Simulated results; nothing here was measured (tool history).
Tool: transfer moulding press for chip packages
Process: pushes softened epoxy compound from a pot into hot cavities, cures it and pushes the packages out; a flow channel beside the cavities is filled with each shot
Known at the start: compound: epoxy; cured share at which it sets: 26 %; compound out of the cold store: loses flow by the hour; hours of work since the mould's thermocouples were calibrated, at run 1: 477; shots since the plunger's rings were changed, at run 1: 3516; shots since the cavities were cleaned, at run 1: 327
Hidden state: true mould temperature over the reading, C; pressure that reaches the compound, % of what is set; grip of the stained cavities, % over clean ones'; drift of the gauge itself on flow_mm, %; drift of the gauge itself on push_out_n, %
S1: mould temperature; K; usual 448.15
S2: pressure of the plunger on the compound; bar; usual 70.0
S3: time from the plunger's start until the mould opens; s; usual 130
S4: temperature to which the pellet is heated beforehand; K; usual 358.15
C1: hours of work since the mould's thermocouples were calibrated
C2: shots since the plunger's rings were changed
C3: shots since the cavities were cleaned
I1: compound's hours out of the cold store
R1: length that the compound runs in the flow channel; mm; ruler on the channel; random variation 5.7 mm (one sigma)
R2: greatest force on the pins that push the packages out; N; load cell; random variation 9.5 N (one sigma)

Run 1, hour 0.0: usual settings; C1 477; C2 3516; C3 327; I1 47.7. Result: R1 500 mm, R2 527 N.
Run 2, hour 7.9: usual settings but S3 159 s; C1 482; C2 3592; C3 403; I1 37.8. Result: R1 531 mm, R2 470 N.
Run 3, hour 27.3: usual settings but S3 159 s; C1 495; C2 3778; C3 589; I1 46.4. Result: R1 510 mm, R2 517 N.
Run 4, hour 40.0: usual settings but S3 159 s; C1 504; C2 3900; C3 711; I1 13.6. Result: R1 611 mm, R2 546 N.
At hour 48.0: mould's thermocouples calibrated.
Run 5, hour 58.7: usual settings; C1 7; C2 4061; C3 872; I1 25.2. Result: R1 572 mm, R2 707 N.
Run 6, hour 73.2: usual settings but S3 161 s; C1 17; C2 4199; C3 1010; I1 37.2. Result: R1 528 mm, R2 576 N.
At hour 91.7: cavities cleaned with cleaning compound and waxed.
Run 7, hour 91.7: usual settings but S3 161 s; C1 28; C2 4362; C3 0; I1 13.8. Result: R1 594 mm, R2 388 N.
Run 8, hour 107.1: usual settings but S4 360.15 K; C1 39; C2 4511; C3 149; I1 32.6. Result: R1 534 mm, R2 512 N.
Run 9, hour 118.7: usual settings but S4 360.15 K; C1 47; C2 4622; C3 260; I1 23.4. Result: R1 571 mm, R2 563 N.
Run 10, hour 128.2: usual settings but S4 360.15 K; C1 53; C2 4713; C3 351; I1 13.7. Result: R1 614 mm, R2 598 N.
Run 11, hour 139.9: usual settings but S1 453.15 K, S3 123 s, S4 360.15 K; C1 61; C2 4826; C3 464; I1 16.6. Result: R1 586 mm, R2 568 N.
Run 12, hour 154.1: usual settings but S1 455.15 K, S3 152 s; C1 71; C2 4962; C3 600; I1 40.3. Result: R1 496 mm, R2 518 N.
Run 13, hour 171.2: usual settings but S3 164 s; C1 82; C2 5126; C3 764; I1 40.2. Result: R1 502 mm, R2 534 N.
At hour 179.8: plunger's sealing rings changed.
Run 14, hour 189.1: usual settings but S1 451.15 K, S2 76.6 bar, S4 363.15 K; C1 93; C2 90; C3 912; I1 15.0. Result: R1 663 mm, R2 606 N.
Run 15, hour 203.3: usual settings but S2 71.8 bar, S3 115 s, S4 350.15 K; C1 102; C2 227; C3 1049; I1 44.7. Result: R1 541 mm, R2 832 N.
Run 16, hour 212.1: usual settings but S2 71.8 bar, S3 115 s, S4 350.15 K; C1 108; C2 310; C3 1132; I1 18.4. Result: R1 649 mm, R2 923 N.
At hour 218.1: cavities cleaned with cleaning compound and waxed.
Run 17, hour 229.8: usual settings but S2 71.8 bar, S3 115 s, S4 350.15 K; C1 119; C2 466; C3 112; I1 29.8. Result: R1 589 mm, R2 619 N.
Run 18, hour 245.6: usual settings but S1 452.15 K, S2 71.8 bar, S3 128 s, S4 350.15 K; C1 130; C2 618; C3 264; I1 29.8. Result: R1 592 mm, R2 461 N.
Run 19, hour 254.5: usual settings but S1 452.15 K, S2 71.8 bar, S3 128 s, S4 350.15 K; C1 136; C2 703; C3 349; I1 45.4. Result: R1 523 mm, R2 494 N.
Run 20, hour 262.6: usual settings but S1 443.15 K, S2 58.8 bar; C1 141; C2 781; C3 427; I1 39.7. Result: R1 514 mm, R2 759 N.

Forecast each of these 4 alternatives for the next run:
Run A, hour 275.3: usual settings but S1 453.15 K, S3 119 s; C1 150; C2 903; C3 549; I1 19.9. Result: R1 ?, R2 ?.
Run B, hour 275.3: usual settings but S1 443.15 K, S2 58.8 bar; C1 150; C2 903; C3 549; I1 17.7. Result: R1 ?, R2 ?.
Run C, hour 275.3: usual settings but S1 443.15 K, S2 58.8 bar, S3 135 s; C1 150; C2 903; C3 549; I1 30.6. Result: R1 ?, R2 ?.
Run D, hour 275.3: usual settings but S1 443.15 K, S2 62.9 bar; C1 150; C2 903; C3 549; I1 10.4. Result: R1 ?, R2 ?.

run   R1   R2
  A  600  569
  B  581  868
  C  532  756
  D  625  894
Without the tool's hidden state the same runs would have given:
run   R1   R2
  A  611  389
  B  592  589
  C  542  515
  D  637  608
